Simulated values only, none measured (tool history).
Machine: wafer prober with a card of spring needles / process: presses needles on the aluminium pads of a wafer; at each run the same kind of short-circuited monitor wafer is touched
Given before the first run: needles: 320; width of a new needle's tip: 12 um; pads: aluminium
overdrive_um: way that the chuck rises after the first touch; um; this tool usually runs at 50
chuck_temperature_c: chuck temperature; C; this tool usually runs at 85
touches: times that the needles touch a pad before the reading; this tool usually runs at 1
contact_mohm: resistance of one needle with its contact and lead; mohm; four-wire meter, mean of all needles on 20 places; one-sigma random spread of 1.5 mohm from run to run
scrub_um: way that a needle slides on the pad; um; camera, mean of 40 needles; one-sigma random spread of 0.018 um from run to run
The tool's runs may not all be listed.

run 1 hour=0 | overdrive_um=50 chuck_temperature_c=85 touches=1 | contact_mohm=195 scrub_um=12.02
-- hour=14.4 tips cleaned on abrasive film
run 2 hour=15.6 | overdrive_um=50 chuck_temperature_c=85 touches=1 | contact_mohm=330 scrub_um=12.01
run 3 hour=25.8 | overdrive_um=50 chuck_temperature_c=31 touches=1 | contact_mohm=313 scrub_um=12.05
-- hour=32.7 tips cleaned on abrasive film
run 4 hour=37.5 | overdrive_um=50 chuck_temperature_c=31 touches=1 | contact_mohm=213 scrub_um=12.02
-- hour=50.7 tips cleaned on abrasive film
run 5 hour=53.5 | overdrive_um=50 chuck_temperature_c=31 touches=1 | contact_mohm=201 scrub_um=12.01
-- hour=64.3 tips cleaned on abrasive film, once more
run 6 hour=71 | overdrive_um=50 chuck_temperature_c=85 touches=1 | contact_mohm=238 scrub_um=11.97
-- hour=82.7 tips cleaned on abrasive film
run 7 hour=84.9 | overdrive_um=50 chuck_temperature_c=85 touches=1 | contact_mohm=198 scrub_um=11.96
run 8 hour=94.3 | overdrive_um=50 chuck_temperature_c=85 touches=1 | contact_mohm=267 scrub_um=11.98
-- hour=101.3 tips cleaned on abrasive film
run 9 hour=107.5 | overdrive_um=64 chuck_temperature_c=85 touches=1 | contact_mohm=198 scrub_um=15.34
run 10 hour=116 | overdrive_um=64 chuck_temperature_c=85 touches=1 | contact_mohm=229 scrub_um=15.35
-- hour=119.7 tips cleaned on abrasive film
run 11 hour=125.3 | overdrive_um=64 chuck_temperature_c=85 touches=1 | contact_mohm=194 scrub_um=15.36
run 12 hour=134.7 | overdrive_um=64 chuck_temperature_c=85 touches=1 | contact_mohm=228 scrub_um=15.33
-- hour=137.7 tips cleaned on abrasive film
run 13 hour=147.6 | overdrive_um=64 chuck_temperature_c=85 touches=1 | contact_mohm=216 scrub_um=15.33
-- hour=156.8 tips cleaned on abrasive film
run 14 hour=159.3 | overdrive_um=64 chuck_temperature_c=85 touches=1 | contact_mohm=174 scrub_um=15.28
run 15 hour=174.5 | overdrive_um=64 chuck_temperature_c=85 touches=1 | contact_mohm=236 scrub_um=15.28
-- hour=175.7 tips cleaned on abrasive film
run 16 hour=187.9 | overdrive_um=35 chuck_temperature_c=95 touches=1 | contact_mohm=389 scrub_um=8.32
-- hour=193.7 tips cleaned on abrasive film
run 17 hour=201.2 | overdrive_um=47 chuck_temperature_c=37 touches=3 | contact_mohm=181 scrub_um=11.17
-- hour=212.5 tips cleaned on abrasive film
run 18 hour=215.7 | overdrive_um=50 chuck_temperature_c=37 touches=1 | contact_mohm=207 scrub_um=11.87
-- hour=231 tips cleaned on abrasive film
run 19 hour=233.5 | overdrive_um=50 chuck_temperature_c=37 touches=1 | contact_mohm=198 scrub_um=11.85
run 20 hour=242.2 | overdrive_um=51 chuck_temperature_c=28 touches=1 | contact_mohm=269 scrub_um=12.09
-- hour=250.5 tips cleaned on abrasive film
run 21 hour=252.5 | overdrive_um=46 chuck_temperature_c=85 touches=1 | contact_mohm=191 scrub_um=10.88
run 22 hour=265.5 | overdrive_um=70 chuck_temperature_c=85 touches=1 | contact_mohm=221 scrub_um=16.64
-- hour=269.2 tips cleaned on abrasive film
run 23 hour=275.8 | overdrive_um=70 chuck_temperature_c=85 touches=1 | contact_mohm=191 scrub_um=16.63
run 24 hour=283.8 | overdrive_um=68 chuck_temperature_c=114 touches=3 | contact_mohm=176 scrub_um=16.18
-- hour=287.1 tips cleaned on abrasive film
run 25 hour=293.1 | overdrive_um=68 chuck_temperature_c=114 touches=3 | contact_mohm=165 scrub_um=16.15
run 26 hour=303 | overdrive_um=50 chuck_temperature_c=64 touches=1 | contact_mohm=294 scrub_um=11.84
-- hour=305.2 tips cleaned on abrasive film
run 27 hour=311.6 | overdrive_um=53 chuck_temperature_c=26 touches=2 | contact_mohm=191 scrub_um=12.54
-- hour=324.3 tips cleaned on abrasive film
run 28 hour=324.3 | overdrive_um=53 chuck_temperature_c=26 touches=2 | contact_mohm=145 scrub_um=12.49
run 29 hour=334.7 | overdrive_um=53 chuck_temperature_c=79 touches=2 | contact_mohm=212 scrub_um=12.53
-- hour=343.6 tips cleaned on abrasive film
run 30 hour=346.4 | overdrive_um=53 chuck_temperature_c=79 touches=2 | contact_mohm=178 scrub_um=12.51

Some steps in contact_mohm between neighbouring runs. How much of each would the tool show without its hidden state too (settings, what came in, random variation), and how much is left for the hidden state, with any gauge scatter that isn't in both results?
The tool's hidden condition here consists of: debris on the tips, nm; way that the needles fall short of the set height, um; tips' diameter, um; drift of the gauge itself on contact_mohm, %; drift of the gauge itself on scrub_um, %.
Run 1 -> 2: tips cleaned on abrasive film. contact_mohm +135 mohm: hidden state +134, all else +1.
Run 15 -> 16: overdrive_um 64 -> 35, chuck_temperature_c 85 -> 95, tips cleaned on abrasive film. contact_mohm +153 mohm: hidden state +142, all else +11.
Run 16 -> 17: overdrive_um 35 -> 47, chuck_temperature_c 95 -> 37, touches 1 -> 3, tips cleaned on abrasive film. contact_mohm -208 mohm: hidden state -192, all else -16.

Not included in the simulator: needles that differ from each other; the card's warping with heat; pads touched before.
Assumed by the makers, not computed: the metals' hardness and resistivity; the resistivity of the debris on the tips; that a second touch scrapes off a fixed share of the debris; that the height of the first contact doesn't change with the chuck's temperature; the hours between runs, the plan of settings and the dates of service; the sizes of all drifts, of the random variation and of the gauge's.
